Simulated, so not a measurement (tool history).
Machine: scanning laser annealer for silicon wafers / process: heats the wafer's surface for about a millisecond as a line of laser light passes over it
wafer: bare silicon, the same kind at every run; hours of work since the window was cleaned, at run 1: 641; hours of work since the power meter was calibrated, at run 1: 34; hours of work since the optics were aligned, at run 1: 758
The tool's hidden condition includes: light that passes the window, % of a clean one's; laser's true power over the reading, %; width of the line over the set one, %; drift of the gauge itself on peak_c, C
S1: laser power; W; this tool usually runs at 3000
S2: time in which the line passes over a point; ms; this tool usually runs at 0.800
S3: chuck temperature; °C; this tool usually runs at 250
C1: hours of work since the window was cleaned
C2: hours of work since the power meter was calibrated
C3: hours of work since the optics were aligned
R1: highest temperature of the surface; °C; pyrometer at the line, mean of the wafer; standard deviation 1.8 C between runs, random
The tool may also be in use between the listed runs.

| run | day | S1 | S2 | S3 | C1 | C2 | C3 | R1 |
|---|---|---|---|---|---|---|---|---|
| 1 | 0.000 | 3000 | 0.800 | 250 | 641 | 34 | 758 | 1024 |
| 2 | 1.596 | 3000 | 0.585 | 250 | 668 | 60 | 784 | 924 |
| 3 | 3.321 | 3000 | 0.585 | 250 | 696 | 89 | 813 | 925 |
| 4 | 4.588 | 3000 | 0.800 | 250 | 718 | 110 | 834 | 1017 |
|  | 5.646 | window over the wafer cleaned |
| 5 | 5.888 | 3000 | 0.800 | 250 | 4 | 130 | 855 | 1061 |
| 6 | 7.733 | 3000 | 0.800 | 250 | 35 | 161 | 885 | 1061 |
| 7 | 8.571 | 3000 | 0.800 | 269 | 49 | 175 | 899 | 1077 |
| 8 | 10.071 | 3000 | 0.564 | 250 | 74 | 200 | 924 | 941 |
| 9 | 11.542 | 3000 | 0.800 | 250 | 98 | 225 | 949 | 1056 |
| 10 | 12.350 | 3150 | 0.800 | 250 | 112 | 238 | 962 | 1104 |
| 11 | 13.542 | 3000 | 0.800 | 250 | 132 | 258 | 982 | 1052 |
| 12 | 14.738 | 3000 | 0.643 | 250 | 152 | 278 | 1002 | 979 |
| 13 | 15.683 | 3000 | 0.643 | 250 | 167 | 294 | 1018 | 977 |
| 14 | 17.479 | 3000 | 0.657 | 250 | 197 | 324 | 1048 | 984 |
| 15 | 19.000 | 2721 | 0.800 | 250 | 223 | 349 | 1073 | 954 |
| 16 | 20.908 | 2721 | 0.800 | 250 | 255 | 381 | 1105 | 952 |
| 17 | 22.217 | 2920 | 0.800 | 250 | 276 | 403 | 1127 | 1014 |
| 18 | 23.508 | 2558 | 0.800 | 255 | 298 | 424 | 1148 | 899 |
| 19 | 24.942 | 2856 | 0.655 | 250 | 322 | 448 | 1172 | 929 |
| 20 | 26.846 | 2856 | 0.657 | 237 | 354 | 480 | 1204 | 916 |
| 21 | 27.767 | 2856 | 0.657 | 237 | 369 | 495 | 1219 | 915 |
|  | 28.712 | optics aligned, line set to its width |
| 22 | 29.500 | 3217 | 0.657 | 288 | 394 | 521 | 13 | 1091 |
| 23 | 31.379 | 3176 | 0.800 | 274 | 426 | 552 | 44 | 1131 |
| 24 | 33.017 | 2591 | 0.800 | 217 | 453 | 579 | 72 | 876 |
| 25 | 34.279 | 3136 | 0.800 | 272 | 474 | 600 | 93 | 1111 |
| 26 | 35.475 | 3136 | 0.800 | 272 | 494 | 620 | 113 | 1111 |
| 27 | 36.646 | 3136 | 0.800 | 272 | 514 | 640 | 132 | 1106 |
| 28 | 37.775 | 2957 | 0.618 | 286 | 532 | 659 | 151 | 976 |
| 29 | 38.575 | 2780 | 0.906 | 245 | 546 | 672 | 164 | 998 |
| 30 | 40.217 | 2661 | 0.853 | 254 | 573 | 699 | 192 | 941 |

Predict the results of run 31:
| 31 | 41.696 | 3288 | 0.850 | 217 | 598 | 724 | 217 | ? |

R1: 1120 °C
With no hidden state in the tool, this same run would have given R1 1173 °C.
